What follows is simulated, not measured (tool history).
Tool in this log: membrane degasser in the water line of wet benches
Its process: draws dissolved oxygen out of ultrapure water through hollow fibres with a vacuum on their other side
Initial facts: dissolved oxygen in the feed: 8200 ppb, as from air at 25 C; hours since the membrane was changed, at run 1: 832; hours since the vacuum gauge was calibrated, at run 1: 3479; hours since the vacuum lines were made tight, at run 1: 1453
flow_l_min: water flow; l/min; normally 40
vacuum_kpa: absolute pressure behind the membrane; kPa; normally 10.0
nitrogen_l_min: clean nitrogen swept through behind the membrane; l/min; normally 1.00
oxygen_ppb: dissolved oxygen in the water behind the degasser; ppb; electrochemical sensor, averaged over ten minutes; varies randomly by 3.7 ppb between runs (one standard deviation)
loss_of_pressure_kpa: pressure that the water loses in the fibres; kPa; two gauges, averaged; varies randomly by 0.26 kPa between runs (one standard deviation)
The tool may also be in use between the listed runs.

run,day,flow_l_min,vacuum_kpa,nitrogen_l_min,hours since the membrane was changed,hours since the vacuum gauge was calibrated,hours since the vacuum lines were made tight,oxygen_ppb,loss_of_pressure_kpa
1,0.000,40,10.0,1.00,832,3479,1453,517.9,69.70
2,2.238,40,10.0,1.00,886,3532,1507,527.0,69.52
3,3.658,40,10.0,1.00,920,3566,1541,522.5,69.52
4,4.912,40,10.0,1.00,950,3597,1571,519.4,69.36
5,6.412,40,10.0,1.00,986,3633,1607,522.9,69.47
6,8.646,40,10.0,1.00,1040,3686,1661,524.4,69.52
7,10.912,40,10.0,1.00,1094,3741,1715,527.8,68.98
8,12.592,40,10.0,1.00,1135,3781,1756,526.6,69.22
9,14.162,40,10.0,1.00,1172,3819,1793,521.8,69.15
10,15.492,40,10.0,1.00,1204,3850,1825,525.4,68.68
11,18.071,40,10.0,1.00,1266,3912,1887,517.4,68.19
12,19.283,40,10.0,1.00,1295,3941,1916,522.0,68.95
13,21.792,40,10.0,1.00,1355,4002,1976,521.4,68.75
14,24.504,55,10.0,1.00,1421,4067,2041,662.5,94.37
15,25.962,29,10.0,1.00,1456,4102,2076,403.3,49.29
16,27.950,29,10.0,1.00,1503,4149,2124,399.6,49.45
17,29.246,29,7.2,1.33,1534,4180,2155,190.4,49.19
18,31.367,40,10.0,1.19,1585,4231,2206,457.2,68.55
19,32.683,50,18.1,1.19,1617,4263,2238,1137.0,84.96
20,35.150,50,8.6,0.78,1676,4322,2297,603.3,85.09
21,37.529,50,8.6,0.78,1733,4379,2354,602.3,84.93
# day 38.225: gauge calibrated
22,40.300,39,6.9,0.66,1800,4446,2421,396.3,68.03
23,42.683,43,12.4,1.75,1857,4503,2478,479.8,74.81
24,45.029,41,12.4,1.75,1913,4559,2534,457.3,71.13
25,47.679,51,11.9,1.24,1977,4623,2598,677.7,88.87
26,50.396,51,11.9,1.24,2042,4688,2663,676.0,88.22
27,51.550,51,11.9,1.24,2070,4716,2690,672.2,88.58
28,52.712,61,20.5,1.00,2097,4744,2718,1653.7,105.53
29,54.808,58,13.4,2.18,2148,4794,2769,572.2,99.92
30,56.875,45,16.8,0.60,2197,4844,2818,1511.8,77.53
31,58.608,46,10.0,0.59,2239,4885,2860,848.8,79.20
32,61.254,52,10.0,0.48,2303,4949,2923,1019.7,88.97

Alternative continuations, all from the tool just after run 32; predict every row:
A,63.225,27,10.0,1.00,2350,4996,2971,?,?
B,63.225,31,21.0,2.31,2350,4996,2971,?,?
C,63.225,52,6.1,0.48,2350,4996,2971,?,?
D,63.225,52,10.0,0.78,2350,4996,2971,?,?

run,oxygen_ppb,loss_of_pressure_kpa
A,379.3,46.67
B,516.4,53.50
C,463.8,88.98
D,758.1,89.18
Take away the tool's hidden state, keep each run's random variation, and the runs would have read:
run,oxygen_ppb,loss_of_pressure_kpa
A,378.9,47.50
B,516.1,54.45
C,462.5,90.57
D,757.2,90.77
